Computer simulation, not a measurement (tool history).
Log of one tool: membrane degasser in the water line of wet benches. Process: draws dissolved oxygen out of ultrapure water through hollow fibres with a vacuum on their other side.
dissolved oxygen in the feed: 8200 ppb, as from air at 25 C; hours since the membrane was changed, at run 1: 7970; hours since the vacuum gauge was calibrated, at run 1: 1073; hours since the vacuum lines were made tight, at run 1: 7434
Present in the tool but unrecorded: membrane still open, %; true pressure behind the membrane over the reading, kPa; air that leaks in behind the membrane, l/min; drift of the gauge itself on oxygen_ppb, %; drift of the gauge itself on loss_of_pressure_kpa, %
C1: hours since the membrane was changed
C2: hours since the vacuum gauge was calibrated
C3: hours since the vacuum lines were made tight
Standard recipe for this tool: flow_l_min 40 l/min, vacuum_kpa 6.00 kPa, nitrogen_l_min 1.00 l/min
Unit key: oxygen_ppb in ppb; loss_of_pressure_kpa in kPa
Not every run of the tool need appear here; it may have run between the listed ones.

{"run": 1, "hour": 0.0, "flow_l_min": 40, "vacuum_kpa": 6.0, "nitrogen_l_min": 1.0, "C1": 7970, "C2": 1073, "C3": 7434, "oxygen_ppb": 221.8, "loss_of_pressure_kpa": 43.68}
{"run": 2, "hour": 137.1, "flow_l_min": 40, "vacuum_kpa": 4.89, "nitrogen_l_min": 1.0, "C1": 8107, "C2": 1210, "C3": 7571, "oxygen_ppb": 136.4, "loss_of_pressure_kpa": 43.75}
{"run": 3, "hour": 274.8, "flow_l_min": 40, "vacuum_kpa": 6.0, "nitrogen_l_min": 1.0, "C1": 8245, "C2": 1348, "C3": 7708, "oxygen_ppb": 222.2, "loss_of_pressure_kpa": 43.23}
{"run": 4, "hour": 426.0, "flow_l_min": 37, "vacuum_kpa": 6.0, "nitrogen_l_min": 1.0, "C1": 8396, "C2": 1499, "C3": 7860, "oxygen_ppb": 207.1, "loss_of_pressure_kpa": 40.28}
{"run": 5, "hour": 627.7, "flow_l_min": 37, "vacuum_kpa": 6.0, "nitrogen_l_min": 1.0, "C1": 8598, "C2": 1701, "C3": 8061, "oxygen_ppb": 208.1, "loss_of_pressure_kpa": 40.34}
{"run": 6, "hour": 798.9, "flow_l_min": 40, "vacuum_kpa": 8.0, "nitrogen_l_min": 1.0, "C1": 8769, "C2": 1872, "C3": 8233, "oxygen_ppb": 369.6, "loss_of_pressure_kpa": 43.64}
{"run": 7, "hour": 930.9, "flow_l_min": 40, "vacuum_kpa": 8.0, "nitrogen_l_min": 1.0, "C1": 8901, "C2": 2004, "C3": 8364, "oxygen_ppb": 370.2, "loss_of_pressure_kpa": 43.58}
{"run": 8, "hour": 1152.5, "flow_l_min": 40, "vacuum_kpa": 8.0, "nitrogen_l_min": 1.0, "C1": 9123, "C2": 2225, "C3": 8586, "oxygen_ppb": 367.9, "loss_of_pressure_kpa": 43.47}
{"run": 9, "hour": 1318.4, "flow_l_min": 40, "vacuum_kpa": 12.19, "nitrogen_l_min": 1.0, "C1": 9289, "C2": 2391, "C3": 8752, "oxygen_ppb": 670.6, "loss_of_pressure_kpa": 43.54}
{"run": 10, "hour": 1438.8, "flow_l_min": 40, "vacuum_kpa": 5.9, "nitrogen_l_min": 1.0, "C1": 9409, "C2": 2512, "C3": 8872, "oxygen_ppb": 212.7, "loss_of_pressure_kpa": 43.64}
{"run": 11, "hour": 1614.1, "flow_l_min": 40, "vacuum_kpa": 5.9, "nitrogen_l_min": 1.0, "C1": 9584, "C2": 2687, "C3": 9048, "oxygen_ppb": 211.7, "loss_of_pressure_kpa": 43.53}
{"hour": 1701.4, "done": "seals of the vacuum lines changed"}
{"run": 12, "hour": 1797.9, "flow_l_min": 40, "vacuum_kpa": 5.9, "nitrogen_l_min": 1.0, "C1": 9766, "C2": 2869, "C3": 96, "oxygen_ppb": 212.7, "loss_of_pressure_kpa": 43.59}
{"run": 13, "hour": 2011.6, "flow_l_min": 40, "vacuum_kpa": 9.53, "nitrogen_l_min": 1.0, "C1": 9980, "C2": 3082, "C3": 310, "oxygen_ppb": 475.6, "loss_of_pressure_kpa": 43.75}
{"run": 14, "hour": 2200.2, "flow_l_min": 40, "vacuum_kpa": 6.0, "nitrogen_l_min": 0.45, "C1": 10168, "C2": 3271, "C3": 499, "oxygen_ppb": 385.3, "loss_of_pressure_kpa": 43.54}
{"hour": 2354.2, "done": "vacuum gauge calibrated"}
{"run": 15, "hour": 2391.6, "flow_l_min": 40, "vacuum_kpa": 6.0, "nitrogen_l_min": 0.45, "C1": 10359, "C2": 37, "C3": 690, "oxygen_ppb": 381.6, "loss_of_pressure_kpa": 43.55}
{"run": 16, "hour": 2550.8, "flow_l_min": 40, "vacuum_kpa": 6.0, "nitrogen_l_min": 0.45, "C1": 10519, "C2": 197, "C3": 849, "oxygen_ppb": 383.3, "loss_of_pressure_kpa": 43.96}
{"run": 17, "hour": 2686.3, "flow_l_min": 40, "vacuum_kpa": 6.0, "nitrogen_l_min": 1.37, "C1": 10654, "C2": 332, "C3": 984, "oxygen_ppb": 169.9, "loss_of_pressure_kpa": 43.48}
{"run": 18, "hour": 2825.3, "flow_l_min": 30, "vacuum_kpa": 9.72, "nitrogen_l_min": 0.47, "C1": 10793, "C2": 471, "C3": 1123, "oxygen_ppb": 687.9, "loss_of_pressure_kpa": 32.6}
{"run": 19, "hour": 2961.0, "flow_l_min": 35, "vacuum_kpa": 14.74, "nitrogen_l_min": 1.0, "C1": 10929, "C2": 607, "C3": 1259, "oxygen_ppb": 747.7, "loss_of_pressure_kpa": 38.23}
{"run": 20, "hour": 3151.0, "flow_l_min": 27, "vacuum_kpa": 9.54, "nitrogen_l_min": 1.02, "C1": 11119, "C2": 797, "C3": 1449, "oxygen_ppb": 340.5, "loss_of_pressure_kpa": 29.19}
{"run": 21, "hour": 3313.2, "flow_l_min": 27, "vacuum_kpa": 9.54, "nitrogen_l_min": 1.02, "C1": 11281, "C2": 959, "C3": 1611, "oxygen_ppb": 340.1, "loss_of_pressure_kpa": 29.35}
{"run": 22, "hour": 3477.5, "flow_l_min": 64, "vacuum_kpa": 5.79, "nitrogen_l_min": 0.53, "C1": 11445, "C2": 1123, "C3": 1776, "oxygen_ppb": 436.1, "loss_of_pressure_kpa": 70.05}
{"run": 23, "hour": 3589.2, "flow_l_min": 64, "vacuum_kpa": 5.79, "nitrogen_l_min": 0.53, "C1": 11557, "C2": 1235, "C3": 1887, "oxygen_ppb": 432.5, "loss_of_pressure_kpa": 69.36}
{"hour": 3738.6, "done": "gauge calibrated"}
{"run": 24, "hour": 3761.3, "flow_l_min": 35, "vacuum_kpa": 5.79, "nitrogen_l_min": 2.32, "C1": 11729, "C2": 1407, "C3": 2059, "oxygen_ppb": 90.7, "loss_of_pressure_kpa": 38.25}
{"run": 25, "hour": 3955.5, "flow_l_min": 35, "vacuum_kpa": 5.79, "nitrogen_l_min": 2.32, "C1": 11923, "C2": 1601, "C3": 2254, "oxygen_ppb": 90.6, "loss_of_pressure_kpa": 37.86}
{"run": 26, "hour": 4069.7, "flow_l_min": 40, "vacuum_kpa": 6.0, "nitrogen_l_min": 0.77, "C1": 12037, "C2": 1716, "C3": 2368, "oxygen_ppb": 269.8, "loss_of_pressure_kpa": 43.34}

Predict the results of run 27:
{"run": 27, "hour": 4234.4, "flow_l_min": 43, "vacuum_kpa": 4.47, "nitrogen_l_min": 0.71, "C1": 12202, "C2": 1880, "C3": 2532, "oxygen_ppb": "?", "loss_of_pressure_kpa": "?"}

{"run 27": {"oxygen_ppb": 141.2, "loss_of_pressure_kpa": 46.98}}
Without the tool's hidden state the same run would have given oxygen_ppb 141.6 ppb, loss_of_pressure_kpa 46.93 kPa.
